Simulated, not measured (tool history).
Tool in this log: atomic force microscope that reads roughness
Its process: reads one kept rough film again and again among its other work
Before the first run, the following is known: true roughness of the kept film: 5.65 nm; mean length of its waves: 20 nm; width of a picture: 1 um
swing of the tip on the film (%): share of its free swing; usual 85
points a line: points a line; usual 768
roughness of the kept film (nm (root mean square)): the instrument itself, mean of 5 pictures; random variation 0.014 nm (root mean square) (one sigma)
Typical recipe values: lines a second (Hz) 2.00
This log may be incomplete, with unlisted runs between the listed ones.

run    hour  lines a second (Hz)  swing of the tip on the film (%)  points a line  roughness of the kept film (nm (root mean square))
  1     0.0                 2.00                                85            768                                               2.142
  2    65.6                 2.00                                85            768                                               1.929
  3   107.4                 2.00                                85            768                                               1.816
      118.0  -- new tip fitted
  4   168.1                 2.00                                82            768                                               2.851
  5   233.2                 2.00                                82            768                                               2.506
  6   295.2                 2.00                                82            768                                               2.244
      300.6  -- height scale calibrated on a step standard
  7   335.7                 2.00                                82            768                                               2.101
      409.5  -- new tip fitted
  8   409.5                 2.00                                82            768                                               3.247
  9   477.9                 2.00                                82            768                                               2.758
 10   527.3                 0.59                                85            768                                               2.655
 11   601.7                 3.81                                67           1015                                               2.210
 12   634.4                 3.28                                89            306                                               1.834
      699.9  -- new tip fitted
 13   704.7                 3.28                                89            306                                               2.865
      717.1  -- height scale calibrated on a step standard, once more
 14   776.5                 1.25                                76            811                                               2.877
 15   828.9                 1.25                                76            811                                               2.573
 16   889.6                 0.70                                63            366                                               2.338
 17   962.2                 1.79                                85            573                                               1.935
      993.4  -- new tip fitted
 18   999.5                 1.85                                79            372                                               3.263
 19  1035.9                 3.47                                79            441                                               2.896
 20  1076.7                 1.95                                85            599                                               2.708

Alternative continuations, all from the tool just after run 20; predict every row:
  A  1144.3                 1.95                                66            599                                                   ?
  B  1144.3                 1.42                                78            504                                                   ?
  C  1144.3                 0.52                                85            380                                                   ?
  D  1144.3                 2.00                                71            768                                                   ?

run  roughness of the kept film (nm (root mean square))
  A                                               2.516
  B                                               2.454
  C                                               2.508
  D                                               2.476
The same runs, with their run-to-run variation unchanged, on a tool lacking any hidden condition would have given:
run  roughness of the kept film (nm (root mean square))
  A                                               3.502
  B                                               3.416
  C                                               3.491
  D                                               3.446
